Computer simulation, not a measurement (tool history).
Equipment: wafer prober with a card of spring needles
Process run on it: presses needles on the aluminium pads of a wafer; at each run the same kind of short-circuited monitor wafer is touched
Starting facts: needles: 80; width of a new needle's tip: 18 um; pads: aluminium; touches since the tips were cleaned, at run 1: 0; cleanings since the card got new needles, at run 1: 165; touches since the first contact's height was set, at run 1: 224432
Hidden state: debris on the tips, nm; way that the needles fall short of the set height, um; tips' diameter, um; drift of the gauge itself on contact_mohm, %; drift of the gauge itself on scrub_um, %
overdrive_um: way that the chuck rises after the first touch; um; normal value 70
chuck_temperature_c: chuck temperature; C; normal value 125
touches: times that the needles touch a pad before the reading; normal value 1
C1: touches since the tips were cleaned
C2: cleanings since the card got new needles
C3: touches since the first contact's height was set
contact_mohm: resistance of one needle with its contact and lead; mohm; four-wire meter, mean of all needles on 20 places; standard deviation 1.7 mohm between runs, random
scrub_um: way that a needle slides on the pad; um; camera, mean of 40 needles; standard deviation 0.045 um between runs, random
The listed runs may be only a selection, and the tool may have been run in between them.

{"run": 1, "hour": 0.0, "overdrive_um": 70, "chuck_temperature_c": 125, "touches": 1, "C1": 0, "C2": 165, "C3": 224432, "contact_mohm": 182, "scrub_um": 11.12}
{"hour": 19.7, "done": "tips cleaned on abrasive film"}
{"hour": 31.7, "done": "card fitted with new needles"}
{"hour": 51.6, "done": "tips cleaned on abrasive film"}
{"hour": 67.5, "done": "tips cleaned on abrasive film"}
{"hour": 87.4, "done": "tips cleaned on abrasive film"}
{"run": 2, "hour": 99.2, "overdrive_um": 70, "chuck_temperature_c": 125, "touches": 1, "C1": 3952, "C2": 3, "C3": 22498, "contact_mohm": 192, "scrub_um": 11.78}
{"hour": 107.3, "done": "tips cleaned on abrasive film"}
{"hour": 123.2, "done": "tips cleaned on abrasive film"}
{"hour": 143.1, "done": "tips cleaned on abrasive film"}
{"run": 3, "hour": 157.4, "overdrive_um": 70, "chuck_temperature_c": 125, "touches": 1, "C1": 4771, "C2": 6, "C3": 41857, "contact_mohm": 192, "scrub_um": 11.74}
{"hour": 161.4, "done": "tips cleaned on abrasive film"}
{"hour": 177.4, "done": "tips cleaned on abrasive film"}
{"hour": 193.3, "done": "tips cleaned on abrasive film"}
{"hour": 209.3, "done": "tips cleaned on abrasive film"}
{"run": 4, "hour": 211.6, "overdrive_um": 70, "chuck_temperature_c": 125, "touches": 1, "C1": 781, "C2": 10, "C3": 59880, "contact_mohm": 176, "scrub_um": 11.73}
{"hour": 227.6, "done": "tips cleaned on abrasive film"}
{"hour": 243.5, "done": "tips cleaned on abrasive film"}
{"hour": 259.5, "done": "tips cleaned on abrasive film"}
{"hour": 277.6, "done": "tips cleaned on abrasive film"}
{"run": 5, "hour": 277.6, "overdrive_um": 70, "chuck_temperature_c": 125, "touches": 1, "C1": 0, "C2": 14, "C3": 81827, "contact_mohm": 175, "scrub_um": 11.64}
{"hour": 293.5, "done": "tips cleaned on abrasive film"}
{"hour": 309.5, "done": "tips cleaned on abrasive film"}
{"hour": 329.3, "done": "tips cleaned on abrasive film"}
{"hour": 349.2, "done": "tips cleaned on abrasive film"}
{"hour": 367.9, "done": "tips cleaned on abrasive film"}
{"run": 6, "hour": 367.9, "overdrive_um": 70, "chuck_temperature_c": 125, "touches": 1, "C1": 0, "C2": 19, "C3": 111893, "contact_mohm": 174, "scrub_um": 11.52}
{"hour": 383.8, "done": "tips cleaned on abrasive film"}
{"hour": 403.7, "done": "tips cleaned on abrasive film"}
{"run": 7, "hour": 410.7, "overdrive_um": 70, "chuck_temperature_c": 125, "touches": 1, "C1": 2344, "C2": 21, "C3": 126173, "contact_mohm": 187, "scrub_um": 11.52}
{"hour": 422.7, "done": "tips cleaned on abrasive film"}
{"hour": 438.7, "done": "tips cleaned on abrasive film"}
{"hour": 458.4, "done": "tips cleaned on abrasive film"}
{"hour": 474.4, "done": "tips cleaned on abrasive film"}
{"hour": 490.3, "done": "tips cleaned on abrasive film"}
{"run": 8, "hour": 502.5, "overdrive_um": 70, "chuck_temperature_c": 125, "touches": 1, "C1": 4086, "C2": 26, "C3": 156723, "contact_mohm": 192, "scrub_um": 11.38}
{"hour": 506.6, "done": "tips cleaned on abrasive film"}
{"hour": 526.5, "done": "tips cleaned on abrasive film"}
{"hour": 546.4, "done": "tips cleaned on abrasive film"}
{"hour": 562.3, "done": "tips cleaned on abrasive film"}
{"hour": 578.3, "done": "tips cleaned on abrasive film"}
{"hour": 596.8, "done": "tips cleaned on abrasive film"}
{"run": 9, "hour": 596.8, "overdrive_um": 70, "chuck_temperature_c": 125, "touches": 1, "C1": 0, "C2": 32, "C3": 188093, "contact_mohm": 174, "scrub_um": 11.24}
{"hour": 612.8, "done": "tips cleaned on abrasive film"}
{"hour": 632.5, "done": "tips cleaned on abrasive film"}
{"hour": 652.4, "done": "tips cleaned on abrasive film"}
{"run": 10, "hour": 656.6, "overdrive_um": 70, "chuck_temperature_c": 125, "touches": 2, "C1": 1394, "C2": 35, "C3": 207994, "contact_mohm": 181, "scrub_um": 11.18}
{"hour": 668.6, "done": "tips cleaned on abrasive film"}
{"hour": 688.2, "done": "tips cleaned on abrasive film"}
{"hour": 704.1, "done": "tips cleaned on abrasive film"}
{"run": 11, "hour": 709.1, "overdrive_um": 70, "chuck_temperature_c": 125, "touches": 2, "C1": 1672, "C2": 38, "C3": 225490, "contact_mohm": 183, "scrub_um": 11.22}
{"hour": 721.1, "done": "tips cleaned on abrasive film"}
{"hour": 737.1, "done": "tips cleaned on abrasive film"}
{"hour": 753.0, "done": "tips cleaned on abrasive film"}
{"hour": 769.0, "done": "tips cleaned on abrasive film"}
{"hour": 769.3, "done": "height of the first contact set anew"}
{"run": 12, "hour": 772.6, "overdrive_um": 70, "chuck_temperature_c": 66, "touches": 1, "C1": 1109, "C2": 42, "C3": 1109, "contact_mohm": 170, "scrub_um": 11.83}
{"hour": 788.5, "done": "tips cleaned on abrasive film"}
{"hour": 804.5, "done": "tips cleaned on abrasive film"}
{"hour": 820.4, "done": "tips cleaned on abrasive film"}
{"hour": 836.3, "done": "tips cleaned on abrasive film"}
{"run": 13, "hour": 849.7, "overdrive_um": 70, "chuck_temperature_c": 125, "touches": 1, "C1": 4459, "C2": 46, "C3": 26787, "contact_mohm": 188, "scrub_um": 11.78}
{"hour": 853.7, "done": "tips cleaned on abrasive film"}
{"hour": 873.5, "done": "tips cleaned on abrasive film"}
{"hour": 893.4, "done": "tips cleaned on abrasive film"}
{"hour": 909.3, "done": "tips cleaned on abrasive film"}
{"run": 14, "hour": 911.1, "overdrive_um": 54, "chuck_temperature_c": 125, "touches": 1, "C1": 592, "C2": 50, "C3": 47211, "contact_mohm": 184, "scrub_um": 9.05}
{"hour": 927.0, "done": "tips cleaned on abrasive film"}
{"hour": 943.0, "done": "tips cleaned on abrasive film"}
{"hour": 958.9, "done": "tips cleaned on abrasive film"}
{"run": 15, "hour": 971.1, "overdrive_um": 65, "chuck_temperature_c": 125, "touches": 2, "C1": 4072, "C2": 53, "C3": 67198, "contact_mohm": 187, "scrub_um": 10.83}
{"hour": 975.1, "done": "tips cleaned on abrasive film"}
{"hour": 991.1, "done": "tips cleaned on abrasive film"}
{"hour": 1009.9, "done": "tips cleaned on abrasive film"}
{"run": 16, "hour": 1009.9, "overdrive_um": 86, "chuck_temperature_c": 125, "touches": 1, "C1": 0, "C2": 56, "C3": 80075, "contact_mohm": 168, "scrub_um": 14.32}
{"hour": 1025.8, "done": "tips cleaned on abrasive film"}
{"hour": 1045.7, "done": "tips cleaned on abrasive film"}
{"run": 17, "hour": 1054.4, "overdrive_um": 66, "chuck_temperature_c": 31, "touches": 1, "C1": 2923, "C2": 58, "C3": 94934, "contact_mohm": 175, "scrub_um": 10.93}
{"hour": 1062.5, "done": "tips cleaned on abrasive film"}
{"hour": 1078.4, "done": "tips cleaned on abrasive film"}
{"hour": 1096.2, "done": "tips cleaned on abrasive film"}
{"run": 18, "hour": 1096.2, "overdrive_um": 66, "chuck_temperature_c": 31, "touches": 1, "C1": 0, "C2": 61, "C3": 108817, "contact_mohm": 159, "scrub_um": 10.88}
{"hour": 1116.1, "done": "tips cleaned on abrasive film"}
{"hour": 1136.0, "done": "tips cleaned on abrasive film"}
{"run": 19, "hour": 1138.5, "overdrive_um": 66, "chuck_temperature_c": 122, "touches": 1, "C1": 832, "C2": 63, "C3": 122911, "contact_mohm": 182, "scrub_um": 10.81}
{"hour": 1154.5, "done": "tips cleaned on abrasive film"}
{"hour": 1170.4, "done": "tips cleaned on abrasive film"}
{"hour": 1189.3, "done": "tips cleaned on abrasive film"}
{"run": 20, "hour": 1189.3, "overdrive_um": 66, "chuck_temperature_c": 122, "touches": 1, "C1": 0, "C2": 66, "C3": 139799, "contact_mohm": 175, "scrub_um": 10.8}
{"hour": 1209.1, "done": "tips cleaned on abrasive film"}
{"hour": 1229.0, "done": "tips cleaned on abrasive film"}
{"hour": 1244.9, "done": "tips cleaned on abrasive film"}
{"hour": 1260.9, "done": "tips cleaned on abrasive film"}
{"hour": 1276.8, "done": "tips cleaned on abrasive film"}
{"run": 21, "hour": 1279.9, "overdrive_um": 82, "chuck_temperature_c": 125, "touches": 1, "C1": 1046, "C2": 71, "C3": 169987, "contact_mohm": 171, "scrub_um": 13.41}
{"hour": 1295.9, "done": "tips cleaned on abrasive film"}
{"hour": 1315.7, "done": "tips cleaned on abrasive film"}
{"hour": 1331.7, "done": "tips cleaned on abrasive film"}
{"hour": 1349.9, "done": "tips cleaned on abrasive film"}
{"run": 22, "hour": 1349.9, "overdrive_um": 81, "chuck_temperature_c": 34, "touches": 2, "C1": 0, "C2": 75, "C3": 193283, "contact_mohm": 158, "scrub_um": 13.18}
{"hour": 1365.9, "done": "tips cleaned on abrasive film"}
{"hour": 1385.8, "done": "tips cleaned on abrasive film"}
{"hour": 1401.7, "done": "tips cleaned on abrasive film"}
{"run": 23, "hour": 1409.1, "overdrive_um": 70, "chuck_temperature_c": 85, "touches": 2, "C1": 2488, "C2": 78, "C3": 213002, "contact_mohm": 178, "scrub_um": 11.2}
{"hour": 1421.1, "done": "tips cleaned on abrasive film"}
{"hour": 1441.0, "done": "tips cleaned on abrasive film"}
{"hour": 1459.8, "done": "tips cleaned on abrasive film"}
{"run": 24, "hour": 1459.8, "overdrive_um": 70, "chuck_temperature_c": 31, "touches": 2, "C1": 0, "C2": 81, "C3": 229861, "contact_mohm": 156, "scrub_um": 11.17}
{"hour": 1479.7, "done": "tips cleaned on abrasive film"}
{"hour": 1495.6, "done": "tips cleaned on abrasive film"}
{"hour": 1507.8, "done": "height of the first contact set anew"}
{"hour": 1511.9, "done": "tips cleaned on abrasive film"}
{"hour": 1531.8, "done": "tips cleaned on abrasive film"}
{"run": 25, "hour": 1537.0, "overdrive_um": 51, "chuck_temperature_c": 122, "touches": 1, "C1": 1752, "C2": 85, "C3": 9709, "contact_mohm": 201, "scrub_um": 8.62}
{"hour": 1549.0, "done": "tips cleaned on abrasive film"}
{"hour": 1565.0, "done": "tips cleaned on abrasive film"}
{"hour": 1584.9, "done": "tips cleaned on abrasive film"}
{"hour": 1600.8, "done": "tips cleaned on abrasive film"}
{"hour": 1616.8, "done": "tips cleaned on abrasive film"}
{"run": 26, "hour": 1628.3, "overdrive_um": 51, "chuck_temperature_c": 122, "touches": 1, "C1": 3860, "C2": 90, "C3": 40091, "contact_mohm": 225, "scrub_um": 8.57}

What if the next run were any one of these 3? Each begins from the tool's condition after run 26:
{"hour": 1636.3, "done": "tips cleaned on abrasive film"}
{"hour": 1656.2, "done": "tips cleaned on abrasive film"}
{"hour": 1676.1, "done": "tips cleaned on abrasive film"}
{"hour": 1692.0, "done": "tips cleaned on abrasive film"}
{"hour": 1711.9, "done": "tips cleaned on abrasive film"}
{"run": "A", "hour": 1722.5, "overdrive_um": 70, "chuck_temperature_c": 26, "touches": 1, "C1": 3545, "C2": 95, "C3": 71462, "contact_mohm": "?", "scrub_um": "?"}
{"hour": 1636.3, "done": "tips cleaned on abrasive film"}
{"hour": 1656.2, "done": "tips cleaned on abrasive film"}
{"hour": 1676.1, "done": "tips cleaned on abrasive film"}
{"hour": 1692.0, "done": "tips cleaned on abrasive film"}
{"hour": 1711.9, "done": "tips cleaned on abrasive film"}
{"run": "B", "hour": 1722.5, "overdrive_um": 56, "chuck_temperature_c": 67, "touches": 2, "C1": 3545, "C2": 95, "C3": 71462, "contact_mohm": "?", "scrub_um": "?"}
{"hour": 1636.3, "done": "tips cleaned on abrasive film"}
{"hour": 1656.2, "done": "tips cleaned on abrasive film"}
{"hour": 1676.1, "done": "tips cleaned on abrasive film"}
{"hour": 1692.0, "done": "tips cleaned on abrasive film"}
{"hour": 1711.9, "done": "tips cleaned on abrasive film"}
{"run": "C", "hour": 1722.5, "overdrive_um": 76, "chuck_temperature_c": 86, "touches": 2, "C1": 3545, "C2": 95, "C3": 71462, "contact_mohm": "?", "scrub_um": "?"}

run=A contact_mohm=180 scrub_um=11.73
run=B contact_mohm=190 scrub_um=9.31
run=C contact_mohm=176 scrub_um=12.77
Had the tool no hidden state, the same runs would have come out as:
run=A contact_mohm=151 scrub_um=11.94
run=B contact_mohm=164 scrub_um=9.52
run=C contact_mohm=161 scrub_um=12.98
